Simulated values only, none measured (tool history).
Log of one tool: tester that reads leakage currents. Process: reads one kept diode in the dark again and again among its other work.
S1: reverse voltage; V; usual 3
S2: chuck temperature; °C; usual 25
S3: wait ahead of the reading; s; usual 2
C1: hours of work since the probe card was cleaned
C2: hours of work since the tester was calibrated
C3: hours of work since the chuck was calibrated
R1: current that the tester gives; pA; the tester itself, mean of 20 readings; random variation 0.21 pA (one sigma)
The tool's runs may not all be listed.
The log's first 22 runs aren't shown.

run	hour	S1	S2	S3	C1	C2	C3	R1
23	1884.2	6.48	25	0.63	1132	2218	231	99.66
24	1968.3	6.48	25	0.63	1197	2284	297	101.29
# hour 2017.4: probe card cleaned and baked
25	2063.8	5.61	30	5.45	36	2356	369	132.31
26	2117.2	3	25	0.52	78	2397	410	68.83
27	2221.9	3	25	0.52	159	2479	492	69.81
28	2301.6	3	25	0.52	221	2541	553	70.06
29	2383.5	16.49	31	1.79	285	2604	617	218.58
30	2431.1	3	21	7.94	322	2641	654	49.21
31	2517.6	3	41	1.54	389	2709	721	272.04
# hour 2582: tester calibrated
32	2582	3	31	4.82	437	0	770	121.76
33	2643.9	3	31	1.2	486	48	818	122

Forecast each of these 3 alternatives for the next run:
A	2693.4	1.55	31	1.2	524	87	857	?
B	2693.4	3	22	0.44	524	87	857	?
C	2693.4	3.3	31	1.2	524	87	857	?

run	R1
A	96.79
B	57.19
C	127.73
Without the tool's hidden state the same runs would have given:
run	R1
A	90.49
B	51.71
C	118.45
